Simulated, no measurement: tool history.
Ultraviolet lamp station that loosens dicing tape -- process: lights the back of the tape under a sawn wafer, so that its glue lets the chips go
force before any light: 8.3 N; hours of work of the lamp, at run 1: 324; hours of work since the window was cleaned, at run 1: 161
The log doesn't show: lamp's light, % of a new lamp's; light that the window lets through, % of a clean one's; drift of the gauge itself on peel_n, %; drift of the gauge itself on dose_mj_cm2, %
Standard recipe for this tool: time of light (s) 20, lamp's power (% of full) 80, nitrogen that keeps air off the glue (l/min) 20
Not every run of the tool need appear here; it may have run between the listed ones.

run	hour	time of light (s)	lamp's power (% of full)	nitrogen that keeps air off the glue (l/min)	hours of work of the lamp	hours of work since the window was cleaned	force that peels the tape off (N)	light that reached the tape (mJ/cm2)
1	0	20	80	20	324	161	0.703	508
2	46.3	20	80	20	343	180	0.72	504
3	84.6	20	80	20	359	195	0.699	508
# hour 118.2: window cleaned of glue's vapour
4	118.2	20	80	20	372	0	0.723	507
5	138.3	17	80	20	380	8	1.011	430
6	174.7	20	80	30	395	23	0.542	510
7	198.1	20	80	30	405	33	0.559	506
8	221.3	32	97	32	415	42	0.089	990
9	249.4	11	80	14	426	54	2.41	281
10	271.3	14	93	36	435	63	0.804	407
11	301.1	14	79	17	447	75	1.616	355
12	331.8	14	79	17	460	88	1.609	350

4 options for the next run, each taken on its own from the tool as it stands now. Forecast them:
A	366	22	79	10	474	102	?	?
B	366	19	79	17	474	102	?	?
C	366	20	80	7	474	102	?	?
D	366	11	64	14	474	102	?	?

run	force that peels the tape off (N)	light that reached the tape (mJ/cm2)
A	0.978	545
B	0.895	476
C	1.441	507
D	3.011	224
Stripped of hidden state, with their random variation kept, the same runs would have yielded:
run	force that peels the tape off (N)	light that reached the tape (mJ/cm2)
A	0.972	546
B	0.889	478
C	1.433	508
D	3.001	225
